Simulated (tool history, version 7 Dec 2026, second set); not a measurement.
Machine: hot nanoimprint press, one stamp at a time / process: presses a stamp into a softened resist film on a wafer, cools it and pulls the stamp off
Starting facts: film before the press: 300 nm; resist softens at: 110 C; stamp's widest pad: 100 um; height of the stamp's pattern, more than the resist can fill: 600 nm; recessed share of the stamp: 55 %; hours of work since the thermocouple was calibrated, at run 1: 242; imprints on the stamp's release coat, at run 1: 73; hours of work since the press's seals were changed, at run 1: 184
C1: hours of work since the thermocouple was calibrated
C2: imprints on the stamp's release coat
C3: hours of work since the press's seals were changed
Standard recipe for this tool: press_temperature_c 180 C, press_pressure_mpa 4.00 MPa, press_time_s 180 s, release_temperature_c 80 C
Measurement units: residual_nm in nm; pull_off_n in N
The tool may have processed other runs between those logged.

Run 1, hour 0.0: usual settings; C1 242; C2 73; C3 184. Result: residual_nm 117.4 nm, pull_off_n 104 N.
Run 2, hour 9.7: usual settings; C1 249; C2 109; C3 192. Result: residual_nm 120.3 nm, pull_off_n 108 N.
Run 3, hour 16.9: usual settings; C1 255; C2 135; C3 197. Result: residual_nm 116.5 nm, pull_off_n 101 N.
Run 4, hour 28.0: usual settings but press_time_s 238 s; C1 263; C2 176; C3 206. Result: residual_nm 105.0 nm, pull_off_n 101 N.
Run 5, hour 35.6: usual settings; C1 269; C2 204; C3 212. Result: residual_nm 117.8 nm, pull_off_n 100 N.
Run 6, hour 46.4: usual settings; C1 277; C2 243; C3 220. Result: residual_nm 116.3 nm, pull_off_n 104 N.
Run 7, hour 55.1: usual settings but press_temperature_c 184 C; C1 284; C2 275; C3 227. Result: residual_nm 96.0 nm, pull_off_n 105 N.
Run 8, hour 66.1: usual settings but press_temperature_c 184 C; C1 293; C2 316; C3 235. Result: residual_nm 95.2 nm, pull_off_n 101 N.
Run 9, hour 77.5: usual settings; C1 301; C2 357; C3 244. Result: residual_nm 117.3 nm, pull_off_n 108 N.
Run 10, hour 83.8: usual settings; C1 306; C2 381; C3 249. Result: residual_nm 117.8 nm, pull_off_n 103 N.
Run 11, hour 91.9: usual settings; C1 312; C2 411; C3 255. Result: residual_nm 118.1 nm, pull_off_n 102 N.
Run 12, hour 98.3: usual settings; C1 317; C2 434; C3 260. Result: residual_nm 118.4 nm, pull_off_n 104 N.
Run 13, hour 104.6: usual settings; C1 322; C2 457; C3 265. Result: residual_nm 117.4 nm, pull_off_n 108 N.
Run 14, hour 116.8: usual settings but press_time_s 129 s; C1 332; C2 502; C3 274. Result: residual_nm 132.3 nm, pull_off_n 102 N.
At hour 125.8: stamp cleaned and given a new release coat.
Run 15, hour 128.7: usual settings; C1 336; C2 11; C3 279. Result: residual_nm 116.1 nm, pull_off_n 101 N.
At hour 143.3: plate thermocouple calibrated.
Run 16, hour 144.8: usual settings but press_temperature_c 169 C, press_time_s 160 s; C1 1; C2 58; C3 289. Result: residual_nm 204.9 nm, pull_off_n 105 N.
Run 17, hour 151.9: usual settings but press_temperature_c 174 C, release_temperature_c 65 C; C1 7; C2 84; C3 294. Result: residual_nm 159.4 nm, pull_off_n 144 N.

Forecast run 18:
Run 18, hour 162.4: usual settings but press_pressure_mpa 3.66 MPa, press_time_s 172 s, release_temperature_c 88 C; C1 15; C2 123; C3 302. Result: residual_nm ?, pull_off_n ?.

For run 18 the tool returned residual_nm 125.3 nm, pull_off_n 80 N.
On a tool with no hidden condition, and with the same random variation, this run would have come out at residual_nm 125.3 nm, pull_off_n 80 N.
